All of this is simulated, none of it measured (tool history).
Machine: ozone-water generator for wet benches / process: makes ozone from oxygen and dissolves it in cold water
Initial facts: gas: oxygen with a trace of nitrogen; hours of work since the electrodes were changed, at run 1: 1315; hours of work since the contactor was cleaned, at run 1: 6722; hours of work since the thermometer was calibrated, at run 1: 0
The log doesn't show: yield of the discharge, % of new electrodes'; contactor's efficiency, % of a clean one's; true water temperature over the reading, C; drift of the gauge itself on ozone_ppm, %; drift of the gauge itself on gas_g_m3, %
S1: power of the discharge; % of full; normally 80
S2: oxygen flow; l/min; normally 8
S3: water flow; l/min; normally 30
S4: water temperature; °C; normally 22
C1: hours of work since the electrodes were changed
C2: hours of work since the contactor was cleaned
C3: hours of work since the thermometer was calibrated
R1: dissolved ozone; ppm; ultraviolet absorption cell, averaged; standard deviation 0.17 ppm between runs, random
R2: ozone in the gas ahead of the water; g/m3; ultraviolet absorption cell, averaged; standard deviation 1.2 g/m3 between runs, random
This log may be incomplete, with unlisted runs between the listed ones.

run 1 hour=0 | S1=80 S2=8 S3=30 S4=22 | C1=1315 C2=6722 C3=0 | R1=23.8 R2=222.3
run 2 hour=48.3 | S1=80 S2=8 S3=30 S4=22 | C1=1345 C2=6752 C3=30 | R1=23.4 R2=228
run 3 hour=113.1 | S1=80 S2=8 S3=30 S4=22 | C1=1386 C2=6793 C3=71 | R1=23.5 R2=224.6
run 4 hour=191.8 | S1=80 S2=5.47 S3=30 S4=22 | C1=1435 C2=6842 C3=120 | R1=21.9 R2=261.7
run 5 hour=284.4 | S1=80 S2=8 S3=30 S4=22 | C1=1493 C2=6899 C3=177 | R1=23.5 R2=224.9
run 6 hour=354.9 | S1=80 S2=8 S3=30 S4=22 | C1=1536 C2=6943 C3=221 | R1=23.4 R2=227.1
run 7 hour=435.9 | S1=80 S2=7.59 S3=30 S4=22 | C1=1587 C2=6994 C3=272 | R1=23.4 R2=229.7
-- hour=454.5 contactor cleaned
run 8 hour=512.5 | S1=80 S2=7.59 S3=30 S4=22 | C1=1632 C2=36 C3=317 | R1=23.3 R2=231.5
run 9 hour=575.4 | S1=80 S2=7.59 S3=30 S4=18 | C1=1672 C2=75 C3=357 | R1=24.7 R2=230.2
run 10 hour=624 | S1=80 S2=7.59 S3=30 S4=18 | C1=1702 C2=106 C3=387 | R1=24.6 R2=232.1
run 11 hour=715.7 | S1=80 S2=8 S3=31 S4=22 | C1=1759 C2=163 C3=444 | R1=22.8 R2=225.9
run 12 hour=787.5 | S1=80 S2=8 S3=30 S4=28 | C1=1804 C2=208 C3=489 | R1=21.3 R2=226.5
run 13 hour=829.9 | S1=80 S2=8 S3=30 S4=28 | C1=1830 C2=234 C3=515 | R1=21.1 R2=227.2
run 14 hour=887 | S1=78 S2=6.09 S3=30 S4=22 | C1=1866 C2=270 C3=551 | R1=21.9 R2=248.9
run 15 hour=936.2 | S1=48 S2=7.5 S3=37 S4=17 | C1=1897 C2=301 C3=582 | R1=15.7 R2=176.2
run 16 hour=1036.7 | S1=48 S2=7.5 S3=37 S4=17 | C1=1959 C2=363 C3=644 | R1=15.7 R2=174.1
run 17 hour=1107.1 | S1=48 S2=7.5 S3=37 S4=17 | C1=2003 C2=407 C3=688 | R1=15.7 R2=176.3
run 18 hour=1154.3 | S1=45 S2=4.73 S3=28 S4=16 | C1=2033 C2=437 C3=718 | R1=17.5 R2=201.6
run 19 hour=1238.1 | S1=80 S2=4.36 S3=30 S4=21 | C1=2085 C2=489 C3=770 | R1=20.9 R2=285.4
run 20 hour=1328.4 | S1=64 S2=5.77 S3=30 S4=21 | C1=2141 C2=545 C3=826 | R1=19.6 R2=227.8
run 21 hour=1420 | S1=64 S2=5.77 S3=30 S4=21 | C1=2199 C2=603 C3=884 | R1=20.2 R2=229.6

Consider 4 possible next runs. They are alternatives, not a sequence: every one starts from the tool as it was left by run 21. What does each give?
run A hour=1464.5 | S1=80 S2=12.85 S3=30 S4=30 | C1=2226 C2=630 C3=911 | R1=? R2=?
run B hour=1464.5 | S1=64 S2=5.77 S3=45 S4=21 | C1=2226 C2=630 C3=911 | R1=? R2=?
run C hour=1464.5 | S1=49 S2=5.77 S3=30 S4=21 | C1=2226 C2=630 C3=911 | R1=? R2=?
run D hour=1464.5 | S1=80 S2=10.68 S3=30 S4=21 | C1=2226 C2=630 C3=911 | R1=? R2=?

run=A R1=20.5 R2=187.3
run=B R1=13.6 R2=229
run=C R1=17.1 R2=197.8
run=D R1=24.7 R2=203.3
Had the tool no hidden state, the same runs would have come out as:
run=A R1=20.6 R2=187.4
run=B R1=13.6 R2=229.1
run=C R1=17.1 R2=197.9
run=D R1=24.8 R2=203.4
